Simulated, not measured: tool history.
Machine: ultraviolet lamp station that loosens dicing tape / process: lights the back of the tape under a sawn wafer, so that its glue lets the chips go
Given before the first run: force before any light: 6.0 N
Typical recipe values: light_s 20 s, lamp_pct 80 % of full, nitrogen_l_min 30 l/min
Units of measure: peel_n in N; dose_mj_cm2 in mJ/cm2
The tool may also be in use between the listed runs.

| run | hour | light_s | lamp_pct | nitrogen_l_min | peel_n | dose_mj_cm2 |
|---|---|---|---|---|---|---|
| 1 | 0 | 20 | 80 | 30 | 0.602 | 216 |
| 2 | 44.3 | 20 | 64 | 30 | 0.939 | 167 |
| 3 | 89.7 | 20 | 64 | 30 | 1.007 | 164 |
| 4 | 161.6 | 20 | 64 | 30 | 1.092 | 161 |
| 5 | 220.1 | 20 | 64 | 30 | 1.099 | 150 |
| 6 | 297.9 | 20 | 80 | 30 | 0.888 | 175 |
| 7 | 363.9 | 20 | 68 | 30 | 1.239 | 144 |
|  | 379.5 | lamp changed |
| 8 | 404 | 20 | 61 | 30 | 0.479 | 243 |
|  | 470.7 | window cleaned of glue's vapour |
| 9 | 470.7 | 20 | 61 | 30 | 0.625 | 214 |
| 10 | 522.9 | 20 | 80 | 30 | 0.361 | 271 |
| 11 | 569.5 | 20 | 80 | 38 | 0.343 | 260 |
| 12 | 605.4 | 11 | 80 | 38 | 1.113 | 139 |
| 13 | 684.6 | 11 | 80 | 38 | 1.17 | 135 |
| 14 | 757.5 | 11 | 80 | 38 | 1.323 | 128 |
| 15 | 804 | 20 | 80 | 32 | 0.508 | 225 |
|  | 869.7 | window cleaned of glue's vapour, once more |
| 16 | 879.7 | 20 | 80 | 32 | 0.248 | 311 |
| 17 | 945.6 | 16 | 80 | 30 | 0.484 | 243 |
| 18 | 997 | 20 | 80 | 16 | 0.532 | 294 |
| 19 | 1037.1 | 20 | 80 | 16 | 0.55 | 287 |
| 20 | 1070.6 | 20 | 80 | 12 | 0.728 | 279 |
| 21 | 1144.5 | 20 | 80 | 25 | 0.451 | 268 |
| 22 | 1178.7 | 20 | 80 | 25 | 0.45 | 263 |
| 23 | 1230.9 | 40 | 92 | 17 | 0.158 | 578 |
| 24 | 1283.3 | 20 | 97 | 54 | 0.211 | 295 |
| 25 | 1322.3 | 20 | 97 | 54 | 0.218 | 290 |
| 26 | 1358 | 26 | 86 | 16 | 0.435 | 328 |
|  | 1406.5 | window cleaned of glue's vapour |
| 27 | 1414.9 | 16 | 80 | 9 | 1.455 | 207 |
| 28 | 1489 | 10 | 74 | 37 | 1.512 | 113 |
| 29 | 1566.4 | 28 | 83 | 41 | 0.186 | 340 |
| 30 | 1640.1 | 18 | 68 | 16 | 1.388 | 172 |
| 31 | 1692.4 | 20 | 80 | 16 | 0.972 | 216 |
| 32 | 1740 | 20 | 80 | 16 | 0.986 | 212 |
| 33 | 1776.3 | 24 | 76 | 30 | 0.521 | 233 |
| 34 | 1828.9 | 24 | 76 | 30 | 0.571 | 223 |
| 35 | 1903.5 | 38 | 80 | 24 | 0.259 | 355 |
|  | 1946.6 | window cleaned of glue's vapour |
| 36 | 1949.2 | 38 | 80 | 24 | 0.212 | 393 |
| 37 | 2001.7 | 22 | 76 | 24 | 0.774 | 208 |
|  | 2035.3 | lamp changed |
| 38 | 2063.9 | 34 | 81 | 9 | 0.219 | 594 |

Run 39, settings as shown, results not yet in. Your forecast:
| 39 | 2105.4 | 20 | 80 | 13 | ? | ? |

{"run 39": {"peel_n": 0.457, "dose_mj_cm2": 339}}
On a tool with no hidden condition, and with the same random variation, this run would have come out at peel_n 0.383 N, dose_mj_cm2 367 mJ/cm2.
